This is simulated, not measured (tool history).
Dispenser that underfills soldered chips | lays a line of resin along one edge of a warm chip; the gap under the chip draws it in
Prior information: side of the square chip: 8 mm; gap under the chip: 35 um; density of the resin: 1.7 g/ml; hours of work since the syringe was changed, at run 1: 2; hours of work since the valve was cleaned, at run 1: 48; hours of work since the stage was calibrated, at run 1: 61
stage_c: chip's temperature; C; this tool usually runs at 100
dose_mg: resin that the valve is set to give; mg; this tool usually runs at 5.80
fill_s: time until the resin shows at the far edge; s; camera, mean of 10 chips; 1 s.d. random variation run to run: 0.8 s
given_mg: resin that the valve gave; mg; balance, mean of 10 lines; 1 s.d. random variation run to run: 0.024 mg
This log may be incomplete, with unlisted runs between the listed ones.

run,hour,stage_c,dose_mg,hours of work since the syringe was changed,hours of work since the valve was cleaned,hours of work since the stage was calibrated,fill_s,given_mg
1,0.0,100,5.80,2,48,61,91.3,5.58
2,2.7,100,5.80,4,50,63,107.4,5.65
# hour 7.4: new syringe of resin
3,8.0,100,5.80,0,53,67,78.4,5.58
4,10.4,100,5.80,2,55,68,87.8,5.58
5,13.1,100,5.80,4,57,70,105.2,5.57
6,15.9,100,5.80,6,59,72,124.5,5.53
# hour 17.9: new syringe of resin
7,19.6,100,5.74,1,62,75,82.3,5.49
8,24.1,100,5.74,5,65,78,108.5,5.46
9,26.8,100,5.74,7,67,81,129.4,5.47
# hour 28.4: new syringe of resin
10,29.8,100,5.74,1,69,83,81.4,5.45
11,33.9,100,5.80,4,72,86,103.3,5.56
12,37.8,100,5.80,7,75,89,132.5,5.43
# hour 38.9: new syringe of resin
13,41.9,100,5.80,2,78,91,88.1,5.55
14,46.1,100,5.80,5,81,95,113.5,5.45
# hour 49.3: new syringe of resin
15,51.5,100,5.80,2,85,98,86.2,5.45
16,56.6,100,5.80,5,89,102,115.5,5.43
# hour 59.7: new syringe of resin
17,59.7,100,5.80,0,91,104,74.4,5.43
18,63.6,89,7.34,3,94,107,138.2,6.87
19,67.5,89,7.34,6,97,110,172.8,6.87
# hour 70.3: new syringe of resin
20,71.1,89,7.34,1,100,113,115.2,6.83
21,76.1,100,5.40,4,103,117,107.6,5.04
22,79.2,100,4.98,7,106,119,134.2,4.67
# hour 80.9: new syringe of resin
23,83.3,95,6.63,2,109,122,101.9,6.14
24,87.9,91,5.80,5,112,125,160.2,5.30
# hour 91.4: new syringe of resin
25,91.9,100,5.86,0,115,128,74.7,5.43
26,96.7,111,6.27,4,118,132,70.3,5.79
27,100.6,111,6.27,7,121,135,89.2,5.73
# hour 101.9: new syringe of resin
28,104.6,104,6.32,2,124,137,75.6,5.81
29,108.0,104,6.32,5,127,140,93.1,5.75
30,111.5,100,5.16,7,129,143,137.1,4.69
# hour 112.4: new syringe of resin
31,115.2,89,6.61,2,132,145,128.6,5.97
32,117.8,106,5.44,4,134,147,87.7,4.96
# hour 123.0: new syringe of resin
33,123.2,106,5.44,0,138,151,64.5,4.90
34,128.2,106,5.44,4,142,155,86.1,4.91

Forecast each of these 5 alternatives for the next run:
# hour 131.3: dispensing valve cleaned and set on the balance
A,132.2,100,5.48,6,1,157,?,?
# hour 131.3: dispensing valve cleaned and set on the balance
B,132.2,94,5.80,6,1,157,?,?
# hour 131.3: dispensing valve cleaned and set on the balance
C,132.2,100,5.51,6,1,157,?,?
# hour 131.3: dispensing valve cleaned and set on the balance
D,132.2,104,6.32,6,1,157,?,?
# hour 131.3: dispensing valve cleaned and set on the balance
E,132.2,103,5.44,6,1,157,?,?

run,fill_s,given_mg
A,124.6,5.51
B,151.6,5.82
C,124.0,5.53
D,102.4,6.32
E,110.5,5.43
Stripped of hidden state, with their random variation kept, the same runs would have yielded:
run,fill_s,given_mg
A,76.4,5.49
B,92.8,5.80
C,75.7,5.51
D,62.5,6.30
E,67.5,5.41

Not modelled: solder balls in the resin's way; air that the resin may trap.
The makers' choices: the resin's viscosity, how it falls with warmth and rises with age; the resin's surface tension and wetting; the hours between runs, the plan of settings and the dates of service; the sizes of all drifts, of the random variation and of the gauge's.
